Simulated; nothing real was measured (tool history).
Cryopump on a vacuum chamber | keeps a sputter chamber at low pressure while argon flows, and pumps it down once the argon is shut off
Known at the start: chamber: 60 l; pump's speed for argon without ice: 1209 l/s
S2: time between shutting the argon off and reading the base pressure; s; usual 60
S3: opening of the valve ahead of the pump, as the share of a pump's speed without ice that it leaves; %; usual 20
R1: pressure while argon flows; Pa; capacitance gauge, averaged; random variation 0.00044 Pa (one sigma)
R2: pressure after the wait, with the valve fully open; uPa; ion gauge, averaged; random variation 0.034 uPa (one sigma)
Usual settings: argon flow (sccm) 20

run 1 hour=0.0 | argon_flow_(sccm)=20 S2=60 S3=20 | R1=0.1445 R2=3.95
run 2 hour=44.6 | argon_flow_(sccm)=20 S2=60 S3=20 | R1=0.1441 R2=3.99
run 3 hour=93.0 | argon_flow_(sccm)=20 S2=60 S3=20 | R1=0.1449 R2=3.99
run 4 hour=148.3 | argon_flow_(sccm)=20 S2=300 S3=20 | R1=0.1454 R2=2.88
run 5 hour=203.0 | argon_flow_(sccm)=20 S2=300 S3=20 | R1=0.1459 R2=2.96
run 6 hour=242.3 | argon_flow_(sccm)=20 S2=300 S3=20 | R1=0.1449 R2=2.92
run 7 hour=280.3 | argon_flow_(sccm)=20 S2=60 S3=20 | R1=0.1451 R2=4.32
run 8 hour=307.0 | argon_flow_(sccm)=20 S2=60 S3=20 | R1=0.1464 R2=4.38
run 9 hour=358.4 | argon_flow_(sccm)=20 S2=60 S3=20 | R1=0.1465 R2=4.52
run 10 hour=403.9 | argon_flow_(sccm)=20 S2=60 S3=20 | R1=0.1466 R2=4.46
run 11 hour=448.2 | argon_flow_(sccm)=18 S2=60 S3=20 | R1=0.1326 R2=4.47
run 12 hour=513.3 | argon_flow_(sccm)=20 S2=60 S3=20 | R1=0.1475 R2=4.62
run 13 hour=559.5 | argon_flow_(sccm)=20 S2=60 S3=20 | R1=0.1484 R2=4.93
run 14 hour=619.6 | argon_flow_(sccm)=20 S2=60 S3=20 | R1=0.1486 R2=4.82
run 15 hour=654.0 | argon_flow_(sccm)=20 S2=60 S3=20 | R1=0.1478 R2=4.89
run 16 hour=708.6 | argon_flow_(sccm)=20 S2=60 S3=20 | R1=0.1481 R2=5.03
-- hour=768.4 pump warmed up, emptied and cooled again
run 17 hour=774.1 | argon_flow_(sccm)=20 S2=60 S3=40 | R1=0.0704 R2=4.34
run 18 hour=826.0 | argon_flow_(sccm)=34 S2=142 S3=40 | R1=0.1204 R2=3.48
-- hour=876.9 leaking fittings of the chamber tightened, without venting
run 19 hour=879.9 | argon_flow_(sccm)=34 S2=142 S3=40 | R1=0.1203 R2=0.97
run 20 hour=941.5 | argon_flow_(sccm)=12 S2=32 S3=16 | R1=0.1052 R2=3.37
run 21 hour=1001.6 | argon_flow_(sccm)=24 S2=60 S3=20 | R1=0.1695 R2=1.96
run 22 hour=1067.0 | argon_flow_(sccm)=20 S2=60 S3=17 | R1=0.1657 R2=2.02
run 23 hour=1095.4 | argon_flow_(sccm)=24 S2=236 S3=36 | R1=0.0958 R2=0.87
run 24 hour=1161.2 | argon_flow_(sccm)=13 S2=157 S3=56 | R1=0.0342 R2=1.17
run 25 hour=1226.0 | argon_flow_(sccm)=16 S2=60 S3=32 | R1=0.0716 R2=2.21
run 26 hour=1271.8 | argon_flow_(sccm)=20 S2=191 S3=32 | R1=0.0899 R2=1.14
run 27 hour=1327.7 | argon_flow_(sccm)=20 S2=191 S3=32 | R1=0.0907 R2=1.14
run 28 hour=1362.2 | argon_flow_(sccm)=20 S2=191 S3=32 | R1=0.0908 R2=1.23
run 29 hour=1394.3 | argon_flow_(sccm)=21 S2=21 S3=33 | R1=0.0926 R2=5.39
run 30 hour=1422.3 | argon_flow_(sccm)=21 S2=21 S3=33 | R1=0.0925 R2=5.44
run 31 hour=1479.7 | argon_flow_(sccm)=40 S2=146 S3=21 | R1=0.2720 R2=1.51
run 32 hour=1517.2 | argon_flow_(sccm)=8 S2=200 S3=58 | R1=0.0205 R2=1.35
run 33 hour=1578.1 | argon_flow_(sccm)=11 S2=221 S3=58 | R1=0.0286 R2=1.42
run 34 hour=1607.9 | argon_flow_(sccm)=11 S2=221 S3=58 | R1=0.0288 R2=1.45

Forecast each of these 3 alternatives for the next run:
run A hour=1651.1 | argon_flow_(sccm)=22 S2=23 S3=44 | R1=? R2=?
run B hour=1651.1 | argon_flow_(sccm)=11 S2=221 S3=57 | R1=? R2=?
run C hour=1651.1 | argon_flow_(sccm)=34 S2=221 S3=43 | R1=? R2=?

run=A R1=0.0756 R2=5.23
run=B R1=0.0295 R2=1.45
run=C R1=0.1185 R2=1.55
Without the tool's hidden state the same runs would have given:
run=A R1=0.0705 R2=4.43
run=B R1=0.0269 R2=0.68
run=C R1=0.1106 R2=0.74

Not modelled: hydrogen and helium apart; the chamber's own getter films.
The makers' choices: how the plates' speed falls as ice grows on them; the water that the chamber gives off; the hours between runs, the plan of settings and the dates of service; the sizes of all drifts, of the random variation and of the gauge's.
